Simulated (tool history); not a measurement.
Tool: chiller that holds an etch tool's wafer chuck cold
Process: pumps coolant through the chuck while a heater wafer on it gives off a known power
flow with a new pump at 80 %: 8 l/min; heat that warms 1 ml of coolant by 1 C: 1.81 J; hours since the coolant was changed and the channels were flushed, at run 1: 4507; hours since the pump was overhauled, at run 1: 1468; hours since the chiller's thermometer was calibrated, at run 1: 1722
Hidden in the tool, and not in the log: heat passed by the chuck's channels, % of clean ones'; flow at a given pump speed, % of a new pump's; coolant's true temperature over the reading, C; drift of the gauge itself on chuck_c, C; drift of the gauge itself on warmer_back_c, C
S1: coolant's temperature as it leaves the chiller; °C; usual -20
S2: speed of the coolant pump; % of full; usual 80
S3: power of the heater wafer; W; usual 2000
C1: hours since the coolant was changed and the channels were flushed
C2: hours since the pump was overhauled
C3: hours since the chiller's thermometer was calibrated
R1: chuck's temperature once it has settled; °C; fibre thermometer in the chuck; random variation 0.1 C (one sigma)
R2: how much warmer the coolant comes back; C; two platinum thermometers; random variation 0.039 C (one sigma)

run	hour	S1	S2	S3	C1	C2	C3	R1	R2
1	0	-20	80	2000	4507	1468	1722	6.4	8.29
2	44.4	-20	80	2000	4551	1513	1766	6.4	8.3
3	77.2	-20	72	2000	4584	1546	1799	9.1	9.45
4	101.2	-20	80	1035	4608	1570	1823	-6.4	4.28
5	128	-20	80	1035	4635	1596	1850	-6.5	4.29
6	162.9	-20	80	2000	4670	1631	1885	6.3	8.17
7	189.6	-20	80	2088	4696	1658	1911	7.4	8.57
8	224.4	-20	80	2088	4731	1693	1946	7.4	8.57
9	258.3	-20	80	2591	4765	1727	1980	13.9	10.71
10	298.6	-20	80	2591	4805	1767	2020	14.1	10.62
11	321.9	-20	80	1641	4829	1790	2044	1.5	6.71
# hour 342.7: chiller's thermometer calibrated
12	354.4	-20	80	1641	4860	1822	12	1.5	6.74
13	374.5	-20	80	1641	4880	1842	32	1.6	6.72
14	406.6	-20	80	1641	4912	1874	64	1.6	6.68
15	431.2	-23	80	2000	4937	1899	88	3.2	8.24
16	458.6	-23	80	2000	4964	1926	116	3.4	8.13
17	504.7	-14	80	2000	5011	1972	162	12.3	8.17
18	540.1	-24	67	1665	5046	2007	197	2	8.3
19	572.8	-26	80	2313	5079	2040	230	4.2	9.44
20	615.2	-12	75	2729	5121	2083	272	26.1	12
21	653.7	-20	80	2346	5160	2121	311	10.9	9.54
22	678	-21	68	1124	5184	2145	335	-3.6	5.38
23	708.7	-15	80	2000	5214	2176	366	11.2	8.08
24	731	-26	70	2000	5237	2198	388	3.8	9.37
25	777.3	-26	70	2000	5283	2245	435	3.7	9.51
26	801.7	-26	70	2000	5307	2269	459	3.8	9.37
27	823.4	-11	74	2836	5329	2291	481	29	12.63
28	843.8	-14	84	1456	5350	2311	501	4.4	5.46
29	888.7	-14	83	1441	5395	2356	546	4.5	5.45
30	921.4	-14	83	1441	5427	2389	579	4.2	5.4
31	949.6	-20	80	2811	5455	2417	607	17	11.37

Hidden state at the last listed run before each entry between runs and at the first one after, where it differs:
Between runs 11 and 12: chiller's thermometer calibrated (hour 342.7)
  drift of the gauge itself on warmer_back_c, C: -0.11 -> -0.12
  measured less the result without the state, R2: -0.11 -> -0.12 C
